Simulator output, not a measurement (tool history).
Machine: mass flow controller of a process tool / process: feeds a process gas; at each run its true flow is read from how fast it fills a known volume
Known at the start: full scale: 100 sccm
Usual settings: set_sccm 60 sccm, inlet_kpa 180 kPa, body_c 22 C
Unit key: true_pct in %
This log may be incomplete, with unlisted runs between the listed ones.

run	hour	set_sccm	inlet_kpa	body_c	true_pct
1	0.0	60	180	22	99.09
2	315.3	60	180	24	99.21
3	625.1	60	180	22	99.03
4	778.9	60	180	22	99.11
5	1066.7	60	180	22	99.02
6	1216.2	60	180	22	99.14
7	1416.4	35	180	22	98.70
8	1629.6	44	180	22	98.81
9	1830.0	44	180	22	98.78
10	2056.7	60	180	22	99.12
11	2404.4	60	180	22	99.02
12	2597.0	60	180	22	98.98
13	2936.2	60	180	22	99.09
14	3221.2	60	180	22	99.04
15	3570.8	53	180	22	98.84
16	3731.8	53	180	22	98.83
17	3955.8	53	180	22	98.97
18	4165.1	53	180	22	98.92
19	4378.1	60	180	22	99.11
20	4686.1	60	180	22	99.06
21	4983.1	60	180	22	99.01
22	5159.8	60	180	22	99.08
23	5381.0	60	180	27	99.58
24	5647.5	23	265	30	98.83
25	5991.7	26	180	27	98.91
26	6343.3	60	180	27	99.64
27	6662.9	60	180	27	99.58
28	6857.5	60	180	27	99.48
29	7183.1	59	180	23	99.20
30	7425.3	46	247	23	98.64
31	7578.2	68	253	22	99.02
# hour 7725.7: controller's zero set anew
32	7762.5	68	253	22	98.92
33	7995.1	60	160	22	98.93
34	8173.8	60	160	22	99.17
35	8347.2	15	160	22	98.41
36	8685.4	37	216	28	99.20
37	8904.3	35	180	28	99.30
38	9219.5	42	180	34	99.71
39	9555.3	70	229	34	100.22
40	9752.1	21	180	22	98.45
41	9907.5	21	212	22	98.28
42	10236.1	21	212	22	98.35
43	10470.5	21	212	22	98.27
44	10680.8	21	212	22	98.27
45	10870.7	20	215	22	98.24

Consider 5 possible next runs. They are alternatives, not a sequence: every one starts from the tool as it was left by run 45. What does each give?
A	11041.2	11	204	22	?
B	11041.2	63	177	39	?
C	11041.2	37	214	22	?
D	11041.2	54	215	22	?
E	11041.2	29	153	21	?

run	true_pct
A	98.07
B	100.65
C	98.58
D	98.89
E	98.54
Stripped of hidden state, with their random variation kept, the same runs would have yielded:
run	true_pct
A	98.05
B	100.64
C	98.56
D	98.87
E	98.53
